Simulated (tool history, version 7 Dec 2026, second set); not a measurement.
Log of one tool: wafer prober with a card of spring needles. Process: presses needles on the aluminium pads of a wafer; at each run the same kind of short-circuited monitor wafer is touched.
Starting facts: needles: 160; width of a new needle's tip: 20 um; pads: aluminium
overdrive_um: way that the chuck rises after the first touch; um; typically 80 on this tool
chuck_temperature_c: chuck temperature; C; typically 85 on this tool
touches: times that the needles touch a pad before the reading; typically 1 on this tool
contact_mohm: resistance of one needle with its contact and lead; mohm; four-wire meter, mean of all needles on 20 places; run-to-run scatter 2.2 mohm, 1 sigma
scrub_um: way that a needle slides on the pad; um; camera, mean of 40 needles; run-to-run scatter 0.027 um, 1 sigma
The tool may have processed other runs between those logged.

run	hour	overdrive_um	chuck_temperature_c	touches	contact_mohm	scrub_um
1	0.0	80	85	1	276	18.62
# hour 3.0: tips cleaned on abrasive film
# hour 13.9: tips cleaned on abrasive film
# hour 23.0: tips cleaned on abrasive film
2	24.0	80	85	1	275	18.59
# hour 32.1: tips cleaned on abrasive film
# hour 41.5: tips cleaned on abrasive film
3	46.1	80	32	1	263	18.55
# hour 51.4: tips cleaned on abrasive film
# hour 61.4: tips cleaned on abrasive film
4	68.0	80	32	1	261	18.47
# hour 72.1: tips cleaned on abrasive film
# hour 82.8: tips cleaned on abrasive film
# hour 92.3: tips cleaned on abrasive film
5	92.3	71	85	1	273	16.40
# hour 103.3: tips cleaned on abrasive film
# hour 112.3: tips cleaned on abrasive film
6	112.3	71	85	1	274	16.45
# hour 117.1: height of the first contact set anew
# hour 122.4: tips cleaned on abrasive film
7	125.3	71	85	1	272	16.39
# hour 132.1: tips cleaned on abrasive film
# hour 142.4: tips cleaned on abrasive film
8	146.5	71	85	2	272	16.36
# hour 152.5: tips cleaned on abrasive film
# hour 161.7: tips cleaned on abrasive film
# hour 171.9: tips cleaned on abrasive film
9	171.9	68	85	1	271	15.71
# hour 181.6: tips cleaned on abrasive film
# hour 191.6: tips cleaned on abrasive film
10	196.2	75	89	1	276	17.23
# hour 201.0: tips cleaned on abrasive film
# hour 210.6: tips cleaned on abrasive film
11	214.3	75	89	1	272	17.26
# hour 221.1: tips cleaned on abrasive film
# hour 230.2: tips cleaned on abrasive film
12	230.2	75	56	2	268	17.20
# hour 239.4: tips cleaned on abrasive film
13	242.3	87	85	1	269	19.96
# hour 248.8: tips cleaned on abrasive film
# hour 258.0: tips cleaned on abrasive film
# hour 268.3: tips cleaned on abrasive film
14	269.7	60	62	1	270	13.72
# hour 277.5: tips cleaned on abrasive film
15	282.6	97	58	2	264	22.23

Branching from run 15: 4 alternative next runs. What would each branch give?
# hour 286.9: tips cleaned on abrasive film
A	295.8	97	58	3	?	?
# hour 286.9: tips cleaned on abrasive film
B	295.8	70	85	1	?	?
# hour 286.9: tips cleaned on abrasive film
C	295.8	80	89	1	?	?
# hour 286.9: tips cleaned on abrasive film
D	295.8	80	85	3	?	?

run	contact_mohm	scrub_um
A	263	22.23
B	274	16.02
C	272	18.33
D	272	18.28
With the hidden condition removed and each run's random variation left untouched, the same runs would have given:
run	contact_mohm	scrub_um
A	263	22.59
B	273	16.28
C	272	18.63
D	271	18.58
